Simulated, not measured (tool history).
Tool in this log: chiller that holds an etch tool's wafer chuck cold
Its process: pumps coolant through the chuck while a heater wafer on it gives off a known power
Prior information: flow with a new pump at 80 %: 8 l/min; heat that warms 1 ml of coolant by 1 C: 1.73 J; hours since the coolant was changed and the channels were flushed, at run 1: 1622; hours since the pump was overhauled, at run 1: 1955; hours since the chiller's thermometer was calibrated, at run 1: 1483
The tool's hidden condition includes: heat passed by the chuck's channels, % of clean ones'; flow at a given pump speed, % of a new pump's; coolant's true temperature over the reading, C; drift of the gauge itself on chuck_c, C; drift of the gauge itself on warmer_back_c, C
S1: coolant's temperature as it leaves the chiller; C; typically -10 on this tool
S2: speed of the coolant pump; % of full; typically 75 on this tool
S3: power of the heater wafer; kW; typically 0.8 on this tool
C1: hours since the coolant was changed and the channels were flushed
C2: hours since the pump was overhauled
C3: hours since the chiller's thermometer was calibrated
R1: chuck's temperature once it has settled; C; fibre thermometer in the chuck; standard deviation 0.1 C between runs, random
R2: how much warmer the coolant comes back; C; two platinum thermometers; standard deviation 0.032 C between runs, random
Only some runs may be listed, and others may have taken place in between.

run 1 hour=0 | S1=-10 S2=75 S3=0.8 | C1=1622 C2=1955 C3=1483 | R1=-3.8 R2=3.74
run 2 hour=98.9 | S1=-10 S2=75 S3=0.8 | C1=1721 C2=2054 C3=1582 | R1=-3.9 R2=3.71
run 3 hour=180.6 | S1=-12 S2=75 S3=0.8 | C1=1802 C2=2135 C3=1664 | R1=-6 R2=3.71
run 4 hour=279.2 | S1=-12 S2=75 S3=0.8 | C1=1901 C2=2234 C3=1762 | R1=-5.9 R2=3.74
run 5 hour=370.1 | S1=-12 S2=75 S3=0.8 | C1=1992 C2=2325 C3=1853 | R1=-6 R2=3.72
run 6 hour=451.6 | S1=-6 S2=94 S3=0.457 | C1=2073 C2=2406 C3=1935 | R1=-3.3 R2=1.66

What does the tool deliver on the next run?
run 7 hour=539.3 | S1=-6 S2=94 S3=0.457 | C1=2161 C2=2494 C3=2023 | R1=? R2=?

R1: -3 C
R2: 1.68 C
Minus the tool's unlogged condition, the same run would have read R1 -3 C, R2 1.68 C.
